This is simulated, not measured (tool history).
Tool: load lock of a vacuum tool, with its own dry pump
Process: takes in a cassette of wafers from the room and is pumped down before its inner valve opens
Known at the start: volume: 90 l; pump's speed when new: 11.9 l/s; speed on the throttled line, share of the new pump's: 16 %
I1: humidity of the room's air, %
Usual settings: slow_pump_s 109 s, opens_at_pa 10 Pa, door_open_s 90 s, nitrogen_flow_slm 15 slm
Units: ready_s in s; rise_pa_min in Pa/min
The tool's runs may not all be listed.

{"run": 1, "day": 0.0, "slow_pump_s": 109, "opens_at_pa": 10, "door_open_s": 90, "nitrogen_flow_slm": 15, "I1": 46.1, "ready_s": 169.7, "rise_pa_min": 0.062}
{"run": 2, "day": 7.896, "slow_pump_s": 146, "opens_at_pa": 10, "door_open_s": 90, "nitrogen_flow_slm": 15, "I1": 45.3, "ready_s": 200.6, "rise_pa_min": 0.059}
{"run": 3, "day": 16.812, "slow_pump_s": 109, "opens_at_pa": 15, "door_open_s": 90, "nitrogen_flow_slm": 15, "I1": 46.0, "ready_s": 165.7, "rise_pa_min": 0.064}
{"run": 4, "day": 33.721, "slow_pump_s": 109, "opens_at_pa": 15, "door_open_s": 90, "nitrogen_flow_slm": 15, "I1": 45.2, "ready_s": 166.8, "rise_pa_min": 0.057}
{"run": 5, "day": 48.054, "slow_pump_s": 109, "opens_at_pa": 10, "door_open_s": 90, "nitrogen_flow_slm": 15, "I1": 45.4, "ready_s": 171.3, "rise_pa_min": 0.056}
{"run": 6, "day": 57.5, "slow_pump_s": 109, "opens_at_pa": 10, "door_open_s": 90, "nitrogen_flow_slm": 15, "I1": 46.5, "ready_s": 169.9, "rise_pa_min": 0.056}
{"run": 7, "day": 70.271, "slow_pump_s": 102, "opens_at_pa": 8, "door_open_s": 72, "nitrogen_flow_slm": 4, "I1": 47.1, "ready_s": 167.0, "rise_pa_min": 0.074}
{"run": 8, "day": 79.083, "slow_pump_s": 67, "opens_at_pa": 14, "door_open_s": 192, "nitrogen_flow_slm": 7, "I1": 43.0, "ready_s": 133.8, "rise_pa_min": 0.114}
{"run": 9, "day": 86.467, "slow_pump_s": 128, "opens_at_pa": 8, "door_open_s": 54, "nitrogen_flow_slm": 22, "I1": 42.3, "ready_s": 188.8, "rise_pa_min": 0.035}
{"day": 89.125, "done": "dry pump taken out, an overhauled one fitted"}
{"run": 10, "day": 96.829, "slow_pump_s": 128, "opens_at_pa": 8, "door_open_s": 149, "nitrogen_flow_slm": 13, "I1": 45.6, "ready_s": 179.8, "rise_pa_min": 0.085}

Some steps in ready_s between neighbouring runs. How much of each would the tool show without its hidden state too (settings, what came in, random variation), and how much is left for the hidden state, with any gauge scatter that isn't in both results?
The hidden state here: pump's speed, % of a new pump's; leak at the door's seal, Pa l/s; drift of the gauge itself on ready_s, %; drift of the gauge itself on rise_pa_min, %.
Run 8 -> 9: slow_pump_s 67 -> 128, opens_at_pa 14 -> 8, door_open_s 192 -> 54, nitrogen_flow_slm 7 -> 22. ready_s +55.0 s: hidden state -0.7, all else +55.7.
Run 9 -> 10: door_open_s 54 -> 149, nitrogen_flow_slm 22 -> 13, dry pump taken out, an overhauled one fitted. ready_s -9.0 s: hidden state -9.2, all else +0.2.
